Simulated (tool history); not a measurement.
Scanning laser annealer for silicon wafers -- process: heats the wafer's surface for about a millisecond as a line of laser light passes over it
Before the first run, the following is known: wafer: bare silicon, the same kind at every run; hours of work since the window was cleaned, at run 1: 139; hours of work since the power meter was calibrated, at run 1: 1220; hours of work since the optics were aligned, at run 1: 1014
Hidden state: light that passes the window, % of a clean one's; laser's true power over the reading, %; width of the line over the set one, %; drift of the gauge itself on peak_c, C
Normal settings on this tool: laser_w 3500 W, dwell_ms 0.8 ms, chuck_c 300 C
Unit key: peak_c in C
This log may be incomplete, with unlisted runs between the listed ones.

run	hour	laser_w	dwell_ms	chuck_c	hours of work since the window was cleaned	hours of work since the power meter was calibrated	hours of work since the optics were aligned	peak_c
1	0	3500	0.8	300	139	1220	1014	1061
2	58.9	3500	0.577	300	166	1247	1041	962
3	91.2	3500	0.577	300	180	1261	1055	962
4	139	3500	0.577	300	202	1283	1077	963
5	197.1	3500	0.577	300	228	1309	1103	962
6	261.9	3500	0.577	300	257	1338	1132	960
7	329.5	3500	0.577	300	288	1369	1163	957
8	378.6	3500	0.8	269	310	1391	1185	1023
9	437.5	3500	0.841	267	337	1418	1211	1038
10	471.4	3685	0.841	321	352	1433	1227	1131
11	535.7	3567	0.841	305	381	1462	1256	1087
# hour 558.4: optics aligned, line set to its width
12	586.3	3393	0.6	273	402	1483	13	926
13	641.1	3122	0.592	304	426	1507	37	900
14	694.6	3122	0.592	304	450	1531	61	895
15	752.5	3106	0.591	300	477	1558	88	893

Below are 5 alternative next runs, each starting from the tool's condition after run 15. Predict each:
A	797.4	3552	0.786	316	497	1578	108	?
B	797.4	3473	0.8	300	497	1578	108	?
C	797.4	3489	0.971	282	497	1578	108	?
D	797.4	3500	0.8	321	497	1578	108	?
E	797.4	3273	0.916	300	497	1578	108	?

run	peak_c
A	1081
B	1049
C	1104
D	1077
E	1047
Had the tool no hidden state, the same runs would have come out as:
run	peak_c
A	1095
B	1063
C	1118
D	1091
E	1061

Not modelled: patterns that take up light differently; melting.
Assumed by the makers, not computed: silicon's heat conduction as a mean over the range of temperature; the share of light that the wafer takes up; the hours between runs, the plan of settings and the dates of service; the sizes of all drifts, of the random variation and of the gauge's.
